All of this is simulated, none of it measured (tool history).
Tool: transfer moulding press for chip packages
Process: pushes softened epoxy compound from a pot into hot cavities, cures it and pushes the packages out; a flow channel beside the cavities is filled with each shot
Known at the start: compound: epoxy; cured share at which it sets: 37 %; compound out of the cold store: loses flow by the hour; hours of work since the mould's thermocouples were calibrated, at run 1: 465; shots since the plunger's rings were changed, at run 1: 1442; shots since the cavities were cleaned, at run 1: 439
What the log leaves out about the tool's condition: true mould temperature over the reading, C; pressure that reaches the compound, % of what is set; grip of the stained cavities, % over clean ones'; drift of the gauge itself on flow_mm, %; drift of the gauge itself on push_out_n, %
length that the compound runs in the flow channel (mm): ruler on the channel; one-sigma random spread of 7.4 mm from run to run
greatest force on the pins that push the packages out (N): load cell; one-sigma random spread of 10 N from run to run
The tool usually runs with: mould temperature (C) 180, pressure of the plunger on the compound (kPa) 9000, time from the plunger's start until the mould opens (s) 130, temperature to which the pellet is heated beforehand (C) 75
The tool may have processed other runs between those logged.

run	hour	mould temperature (C)	pressure of the plunger on the compound (kPa)	time from the plunger's start until the mould opens (s)	temperature to which the pellet is heated beforehand (C)	hours of work since the mould's thermocouples were calibrated	shots since the plunger's rings were changed	shots since the cavities were cleaned	incoming compound's hours out of the cold store	length that the compound runs in the flow channel (mm)	greatest force on the pins that push the packages out (N)
1	0	180	9000	130	75	465	1442	439	10	901	700
2	40.6	175	9000	130	75	482	1677	674	32.4	859	981
3	65.9	180	9000	130	75	493	1823	820	12.9	915	747
4	101.1	180	9000	130	75	508	2027	1024	19.4	877	769
# hour 107.1: cavities cleaned with cleaning compound and waxed
# hour 129.8: mould's thermocouples calibrated
5	133.9	180	9000	120	75	2	2196	143	42.8	800	646
6	169.1	180	9000	120	75	17	2399	346	12.6	886	758
7	202.8	179	9000	130	75	31	2594	541	24.2	863	725
8	247.2	180	9000	130	75	50	2851	798	40.2	808	713
9	276.8	180	9000	130	75	63	3022	969	42.5	783	718
# hour 289: cavities cleaned with cleaning compound and waxed
10	303.5	180	9000	130	75	73	3167	83	21.8	850	540
11	324.4	180	9000	130	76	82	3288	204	46.5	771	578
12	366.8	180	9000	130	75	100	3533	449	23.9	836	651
# hour 396.8: mould's thermocouples calibrated, once more
13	399	181	9000	130	75	1	3707	623	15.8	863	643
14	426	180	9000	130	75	12	3864	780	34	803	688
# hour 431.8: plunger's sealing rings changed
15	466.9	172	9530	168	77	29	203	1001	47.6	886	738
# hour 473.6: cavities cleaned with cleaning compound and waxed
16	505	186	9000	130	74	44	415	182	19.8	887	470
17	533.1	186	9000	130	74	56	577	344	20.3	871	491
18	555.9	183	9000	130	75	66	709	476	8.9	933	584
19	595.5	176	9000	130	71	83	938	705	25.1	880	932
20	629.9	176	9000	130	71	98	1136	903	21.1	892	981
# hour 656.5: cavities cleaned with cleaning compound and waxed
21	662.2	176	9000	130	71	111	1314	33	41.9	847	642
22	683.6	176	9000	130	71	120	1438	157	44.8	817	706
23	707	180	9920	169	75	130	1573	292	24	909	474
24	728.4	180	8730	130	71	139	1697	416	10.4	894	631
25	773.6	180	8730	130	71	158	1958	677	14.4	869	732
26	813.1	180	8730	130	71	175	2186	905	32.5	824	729
# hour 839.1: cavities cleaned with cleaning compound and waxed
27	843.3	180	8730	130	71	187	2352	24	19	866	523

Here are 4 independent what-if runs from the current tool condition. What would each one return?
A	865.9	180	9000	111	75	197	2482	154	24.1	?	?
B	865.9	176	10330	130	66	197	2482	154	42.6	?	?
C	865.9	175	8730	158	83	197	2482	154	46.9	?	?
D	865.9	180	10100	130	75	197	2482	154	46.3	?	?

run	length that the compound runs in the flow channel (mm)	greatest force on the pins that push the packages out (N)
A	852	815
B	876	727
C	797	538
D	828	549
What these runs would have given with no unlogged condition in the tool:
run	length that the compound runs in the flow channel (mm)	greatest force on the pins that push the packages out (N)
A	894	689
B	919	614
C	837	458
D	869	466
